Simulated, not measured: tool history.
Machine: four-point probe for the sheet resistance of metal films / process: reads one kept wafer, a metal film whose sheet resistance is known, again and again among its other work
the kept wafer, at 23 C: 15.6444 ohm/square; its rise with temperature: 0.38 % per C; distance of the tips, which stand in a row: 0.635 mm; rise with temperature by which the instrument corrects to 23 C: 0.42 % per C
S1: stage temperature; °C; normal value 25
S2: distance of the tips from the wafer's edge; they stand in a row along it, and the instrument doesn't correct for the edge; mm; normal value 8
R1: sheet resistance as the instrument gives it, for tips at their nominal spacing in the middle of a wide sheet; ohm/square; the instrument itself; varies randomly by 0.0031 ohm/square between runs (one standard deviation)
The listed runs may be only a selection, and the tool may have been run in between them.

run,hour,S1,S2,R1
1,0.0,25,8,15.794164
2,28.9,25,51,15.746380
3,58.6,29,51,15.726875
4,73.8,25,9,15.788564
5,107.6,30,9,15.766603
6,139.2,21,9,15.814156
7,156.1,21,38,15.774765
8,183.5,21,38,15.771847
9,216.1,26,32,15.752222
10,244.3,26,45,15.753343
11,262.9,26,36,15.758810
# hour 265.2: stage's thermometer calibrated
12,280.0,22,53,15.783055
13,302.6,34,8,15.771502
14,328.0,34,8,15.770737
15,358.7,28,6,15.847590

Forecast each of these 4 alternatives for the next run:
A,392.7,26,34,?
B,392.7,26,4,?
C,392.7,20,8,?
D,392.7,35,29,?

run,R1
A,15.767863
B,15.980186
C,15.851728
D,15.724360
Without the tool's unlogged condition, the same runs would have read:
run,R1
A,15.631273
B,15.841886
C,15.714145
D,15.588567

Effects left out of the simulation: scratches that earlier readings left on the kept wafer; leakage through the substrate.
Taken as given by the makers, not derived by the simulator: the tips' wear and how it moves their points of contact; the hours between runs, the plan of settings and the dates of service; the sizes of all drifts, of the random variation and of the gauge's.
